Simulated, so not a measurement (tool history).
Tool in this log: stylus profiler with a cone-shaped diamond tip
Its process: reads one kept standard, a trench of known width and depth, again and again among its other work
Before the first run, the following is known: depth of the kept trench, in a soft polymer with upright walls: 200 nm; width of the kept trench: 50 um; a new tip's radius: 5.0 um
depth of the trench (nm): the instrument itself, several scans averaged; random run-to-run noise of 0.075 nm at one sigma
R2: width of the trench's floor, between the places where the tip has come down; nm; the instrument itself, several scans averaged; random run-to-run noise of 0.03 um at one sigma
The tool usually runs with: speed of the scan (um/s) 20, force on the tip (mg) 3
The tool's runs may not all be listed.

run 1 day=0 | speed_of_the_scan_(um/s)=20 force_on_the_tip_(mg)=3 | depth_of_the_trench_(nm)=203.32 R2=46950
run 2 day=0.638 | speed_of_the_scan_(um/s)=20 force_on_the_tip_(mg)=3 | depth_of_the_trench_(nm)=203.43 R2=46880
run 3 day=1.179 | speed_of_the_scan_(um/s)=20 force_on_the_tip_(mg)=3 | depth_of_the_trench_(nm)=203.27 R2=46920
run 4 day=1.642 | speed_of_the_scan_(um/s)=20 force_on_the_tip_(mg)=3 | depth_of_the_trench_(nm)=203.59 R2=46960
run 5 day=2.117 | speed_of_the_scan_(um/s)=20 force_on_the_tip_(mg)=3 | depth_of_the_trench_(nm)=203.5 R2=46950
-- day=2.171 height scale calibrated on a step standard
run 6 day=2.496 | speed_of_the_scan_(um/s)=20 force_on_the_tip_(mg)=3 | depth_of_the_trench_(nm)=203.56 R2=46890
run 7 day=3.092 | speed_of_the_scan_(um/s)=27 force_on_the_tip_(mg)=5.96 | depth_of_the_trench_(nm)=205.3 R2=46930

Predict the results of run 8:
run 8 day=3.375 | speed_of_the_scan_(um/s)=39 force_on_the_tip_(mg)=1.7 | depth_of_the_trench_(nm)=? R2=?

{"run 8": {"depth of the trench (nm)": 202.85, "R2": 46740}}
With the hidden condition absent and the run-to-run variation left alone, this run would have shown depth of the trench (nm) 202.15, R2 46900 nm.
